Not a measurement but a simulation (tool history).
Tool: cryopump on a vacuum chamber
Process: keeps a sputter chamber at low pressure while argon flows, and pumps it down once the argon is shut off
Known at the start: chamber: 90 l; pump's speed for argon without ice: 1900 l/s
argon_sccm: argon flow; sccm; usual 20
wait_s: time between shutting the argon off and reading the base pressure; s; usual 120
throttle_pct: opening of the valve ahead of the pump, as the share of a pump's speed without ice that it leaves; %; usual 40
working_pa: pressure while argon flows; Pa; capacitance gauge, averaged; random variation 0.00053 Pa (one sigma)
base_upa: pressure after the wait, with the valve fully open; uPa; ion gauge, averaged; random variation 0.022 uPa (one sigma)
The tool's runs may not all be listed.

run   hour  argon_sccm  wait_s  throttle_pct  working_pa  base_upa
  1      0          20     120            40      0.0478      1.22
  2    7.4          20     120            40      0.0468      1.24
  3   19.3          20      33            40       0.048      2.51
  4   34.9          20     120            40      0.0478      1.21
  5   50.5          20     120            33      0.0575      1.25
  6     59          20     120            38      0.0498      1.23
  7   65.7          20     120            40      0.0482      1.26
  8   74.7          16     120            40      0.0372      1.19
  9   89.1          35     120            40       0.083      1.28
 10  101.2          40     120            40      0.0957       1.2
 11  114.5          40     120            40      0.0946      1.25
 12  126.8          40     120            40      0.0962      1.33
 13  138.8          20     120            47      0.0413       1.3
 14  146.3          20     120            47      0.0413      1.31
 15  158.5          20     120            47       0.041       1.3
 16    174          20     120            47      0.0411      1.29
 17  183.5          20     120            47      0.0413       1.3
 18  191.7          20      21            17      0.1085      3.68
 19  200.4          20      35            16      0.1159      2.58
 20  209.9          15      35            20      0.0697      2.58
 21    219          15      35            20        0.07      2.52
 22  227.8          15      35            20      0.0686      2.63
 23  237.3           8      73            24      0.0308      1.62
 24  247.1           8      73            24      0.0315      1.65
 25  257.5           8      73            24      0.0315      1.65
 26  270.2          38      37            59      0.0652      2.49
 27  277.6          27     120            22      0.1138      1.36
 28  287.3          20      35            40      0.0496      2.64
 29  295.4          11      72            44      0.0246      1.66

Forecast each of these 3 alternatives for the next run:
  A  303.7          30     174            25           ?         ?
  B  303.7          14      22            22           ?         ?
  C  303.7          23      21            28           ?         ?

run  working_pa  base_upa
  A      0.1146      1.14
  B        0.06      3.68
  C      0.0778      3.83
Without the tool's hidden state the same runs would have given:
run  working_pa  base_upa
  A      0.1075      0.46
  B      0.0567      2.98
  C      0.0724      3.13

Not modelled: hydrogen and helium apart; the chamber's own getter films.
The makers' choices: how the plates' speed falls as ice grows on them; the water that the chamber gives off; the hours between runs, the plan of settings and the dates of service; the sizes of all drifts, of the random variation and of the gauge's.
